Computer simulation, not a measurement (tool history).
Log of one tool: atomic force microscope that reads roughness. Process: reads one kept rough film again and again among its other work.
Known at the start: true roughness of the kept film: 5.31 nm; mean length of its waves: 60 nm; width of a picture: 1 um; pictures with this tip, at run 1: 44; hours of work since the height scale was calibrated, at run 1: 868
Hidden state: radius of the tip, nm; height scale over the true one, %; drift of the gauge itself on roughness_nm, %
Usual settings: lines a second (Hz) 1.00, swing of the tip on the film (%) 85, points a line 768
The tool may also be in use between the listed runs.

run	hour	lines a second (Hz)	swing of the tip on the film (%)	points a line	pictures with this tip	hours of work since the height scale was calibrated	roughness of the kept film (nm (root mean square))
1	0.0	1.00	85	768	44	868	4.670
# hour 27.0: new tip fitted
2	32.1	1.00	85	768	5	886	4.937
3	64.1	1.00	85	768	39	905	4.723
# hour 96.3: new tip fitted
4	113.9	1.00	85	768	19	933	4.801
5	153.3	1.00	85	768	61	956	4.556
# hour 165.6: new tip fitted
6	180.9	1.00	85	768	16	971	4.863
# hour 231.4: new tip fitted
7	239.1	1.00	85	768	8	1004	4.883
# hour 296.3: height scale calibrated on a step standard
8	296.5	1.00	85	768	68	0	4.393
# hour 299.4: new tip fitted
9	337.0	1.00	85	768	40	23	4.608
# hour 367.3: new tip fitted
10	382.4	1.00	56	768	16	49	4.987
11	410.6	2.20	85	768	46	65	4.299
# hour 432.6: new tip fitted
12	456.4	2.20	85	768	26	91	4.471
13	494.7	1.00	85	946	66	113	4.410
# hour 499.1: new tip fitted
14	539.5	1.00	85	946	43	139	4.565
# hour 564.6: new tip fitted
15	596.3	1.00	85	946	34	171	4.678
# hour 631.4: new tip fitted
16	640.9	1.00	85	946	10	196	4.836
# hour 697.7: new tip fitted
17	698.1	1.00	85	946	1	229	4.883
18	729.3	1.00	85	946	34	247	4.641
19	760.4	1.00	85	768	67	264	4.414
# hour 765.5: new tip fitted
20	814.1	1.00	85	768	52	295	4.584
# hour 830.5: new tip fitted
21	870.3	3.34	85	302	43	327	4.115
# hour 896.9: new tip fitted
22	920.6	0.77	85	265	25	356	4.790
# hour 964.5: new tip fitted
23	968.4	1.85	64	274	5	383	4.978
24	994.7	1.85	64	274	33	398	4.760
# hour 1031.9: new tip fitted
25	1044.5	1.85	64	274	13	426	4.890
26	1081.0	1.85	64	274	52	447	4.630
# hour 1099.3: new tip fitted
27	1119.5	1.85	64	274	22	469	4.824
28	1159.4	1.00	64	950	65	492	4.640
# hour 1164.2: new tip fitted
29	1213.2	1.00	64	950	53	523	4.727
# hour 1230.3: new tip fitted
30	1266.8	0.50	58	950	39	553	4.876
# hour 1295.8: new tip fitted
31	1308.9	1.80	74	564	14	577	4.826
32	1357.3	1.80	74	564	66	605	4.435
# hour 1361.9: new tip fitted
33	1405.6	2.45	72	389	47	632	4.564
# hour 1427.0: new tip fitted
34	1445.0	2.45	72	389	19	654	4.715
35	1472.8	1.08	66	768	49	670	4.712
# hour 1493.5: new tip fitted
36	1530.9	0.82	85	432	40	704	4.678
# hour 1559.9: new tip fitted
37	1577.5	0.82	85	432	19	730	4.855
# hour 1627.1: new tip fitted
38	1629.6	1.23	56	508	3	760	5.102
39	1663.7	1.00	85	908	39	779	4.698
# hour 1691.6: new tip fitted
40	1694.7	1.00	85	908	3	797	4.872

Forecast each of these 5 alternatives for the next run:
A	1721.7	1.00	86	325	32	812	?
B	1721.7	1.00	71	382	32	812	?
C	1721.7	1.00	69	318	32	812	?
D	1721.7	0.60	85	407	32	812	?
E	1721.7	1.00	69	345	32	812	?

run	roughness of the kept film (nm (root mean square))
A	4.703
B	4.774
C	4.833
D	4.790
E	4.817
Without the tool's hidden state the same runs would have given:
run	roughness of the kept film (nm (root mean square))
A	4.895
B	4.969
C	5.030
D	4.985
E	5.013

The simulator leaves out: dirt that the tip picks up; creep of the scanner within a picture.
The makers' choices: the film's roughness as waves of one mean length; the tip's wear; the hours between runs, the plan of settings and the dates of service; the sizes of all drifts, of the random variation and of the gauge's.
